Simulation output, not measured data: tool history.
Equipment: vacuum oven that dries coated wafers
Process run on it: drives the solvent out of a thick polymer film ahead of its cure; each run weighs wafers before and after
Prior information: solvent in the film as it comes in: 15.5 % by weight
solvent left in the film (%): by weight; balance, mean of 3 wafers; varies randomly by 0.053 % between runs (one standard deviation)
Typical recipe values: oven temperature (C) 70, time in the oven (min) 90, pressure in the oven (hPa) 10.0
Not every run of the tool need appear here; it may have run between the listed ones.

| run | hour | oven temperature (C) | time in the oven (min) | pressure in the oven (hPa) | solvent left in the film (%) |
|---|---|---|---|---|---|
| 1 | 0.0 | 70 | 90 | 10.0 | 2.09 |
| 2 | 98.0 | 70 | 90 | 10.0 | 2.18 |
| 3 | 176.9 | 76 | 90 | 10.0 | 1.21 |
| 4 | 256.7 | 70 | 50 | 10.0 | 4.07 |
| 5 | 322.3 | 70 | 50 | 10.0 | 4.18 |
| 6 | 411.7 | 70 | 50 | 10.0 | 4.08 |
| 7 | 462.1 | 70 | 50 | 10.0 | 4.16 |
| 8 | 538.3 | 70 | 50 | 10.0 | 4.17 |
| 9 | 593.9 | 70 | 50 | 10.0 | 4.22 |
| 10 | 638.8 | 75 | 90 | 10.0 | 1.37 |
| 11 | 734.4 | 75 | 90 | 10.0 | 1.41 |
|  | 760.3 | oven's thermocouples calibrated |
| 12 | 831.1 | 75 | 90 | 10.0 | 1.14 |
| 13 | 904.5 | 75 | 90 | 10.0 | 1.23 |
| 14 | 955.4 | 75 | 90 | 10.0 | 1.12 |
| 15 | 1038.1 | 75 | 90 | 10.0 | 1.27 |
| 16 | 1091.0 | 75 | 90 | 10.0 | 1.14 |
| 17 | 1184.3 | 75 | 90 | 10.0 | 1.18 |
| 18 | 1256.0 | 75 | 90 | 10.0 | 1.25 |
| 19 | 1306.7 | 84 | 90 | 10.0 | 0.82 |
| 20 | 1406.1 | 84 | 90 | 10.0 | 0.85 |
| 21 | 1463.5 | 84 | 90 | 10.0 | 0.79 |
| 22 | 1553.6 | 70 | 90 | 10.0 | 2.07 |
| 23 | 1603.6 | 70 | 90 | 19.7 | 3.12 |
| 24 | 1672.6 | 70 | 90 | 19.7 | 3.09 |
| 25 | 1776.3 | 69 | 91 | 6.2 | 1.91 |
| 26 | 1878.6 | 56 | 112 | 33.2 | 9.92 |
| 27 | 1947.1 | 70 | 74 | 13.1 | 2.94 |
| 28 | 2041.6 | 77 | 90 | 31.9 | 3.17 |
| 29 | 2112.2 | 77 | 79 | 21.0 | 2.22 |
| 30 | 2162.6 | 77 | 79 | 21.0 | 2.29 |
| 31 | 2241.1 | 63 | 90 | 10.0 | 4.39 |
| 32 | 2296.3 | 63 | 90 | 10.0 | 4.55 |
| 33 | 2357.7 | 71 | 67 | 32.9 | 5.17 |
|  | 2368.2 | vacuum gauge cleaned of residue and calibrated |
| 34 | 2460.8 | 71 | 67 | 32.9 | 5.52 |
| 35 | 2512.5 | 82 | 48 | 10.0 | 1.31 |
| 36 | 2575.1 | 70 | 46 | 11.9 | 4.86 |
| 37 | 2685.4 | 60 | 52 | 10.6 | 8.11 |
| 38 | 2793.0 | 60 | 52 | 22.1 | 9.38 |
| 39 | 2894.2 | 60 | 52 | 22.1 | 9.52 |
|  | 2971.8 | vacuum gauge cleaned of residue and calibrated, once more |
| 40 | 2971.8 | 60 | 52 | 22.1 | 8.97 |
| 41 | 3030.9 | 61 | 68 | 7.3 | 5.96 |
| 42 | 3123.9 | 70 | 56 | 17.0 | 4.45 |
| 43 | 3189.7 | 70 | 56 | 17.0 | 4.58 |
| 44 | 3278.6 | 71 | 90 | 10.3 | 2.12 |
| 45 | 3323.8 | 70 | 90 | 22.7 | 3.89 |
| 46 | 3418.8 | 64 | 75 | 12.3 | 5.36 |
| 47 | 3498.5 | 64 | 75 | 12.3 | 5.30 |
|  | 3573.9 | oven's thermocouples calibrated |
| 48 | 3600.2 | 64 | 75 | 12.3 | 4.17 |

Results per run with the tool's hidden condition removed, run-to-run variation unchanged:
Hidden conditions of the tool in this case: true wafer temperature over the reading, C; true pressure over the reading, kPa; drift of the gauge itself on solvent_pct, %.
| run | solvent left in the film (%) |
|---|---|
| 1 | 1.61 |
| 2 | 1.67 |
| 3 | 0.96 |
| 4 | 3.22 |
| 5 | 3.32 |
| 6 | 3.19 |
| 7 | 3.24 |
| 8 | 3.22 |
| 9 | 3.25 |
| 10 | 1.00 |
| 11 | 1.03 |
| 12 | 1.01 |
| 13 | 1.09 |
| 14 | 0.97 |
| 15 | 1.10 |
| 16 | 0.97 |
| 17 | 0.99 |
| 18 | 1.05 |
| 19 | 0.70 |
| 20 | 0.73 |
| 21 | 0.65 |
| 22 | 1.71 |
| 23 | 2.71 |
| 24 | 2.67 |
| 25 | 1.48 |
| 26 | 9.09 |
| 27 | 2.42 |
| 28 | 2.80 |
| 29 | 1.87 |
| 30 | 1.93 |
| 31 | 3.55 |
| 32 | 3.69 |
| 33 | 4.41 |
| 34 | 4.60 |
| 35 | 0.87 |
| 36 | 3.85 |
| 37 | 6.98 |
| 38 | 8.20 |
| 39 | 8.28 |
| 40 | 8.12 |
| 41 | 5.06 |
| 42 | 3.62 |
| 43 | 3.70 |
| 44 | 1.61 |
| 45 | 3.18 |
| 46 | 4.28 |
| 47 | 4.19 |
| 48 | 4.26 |

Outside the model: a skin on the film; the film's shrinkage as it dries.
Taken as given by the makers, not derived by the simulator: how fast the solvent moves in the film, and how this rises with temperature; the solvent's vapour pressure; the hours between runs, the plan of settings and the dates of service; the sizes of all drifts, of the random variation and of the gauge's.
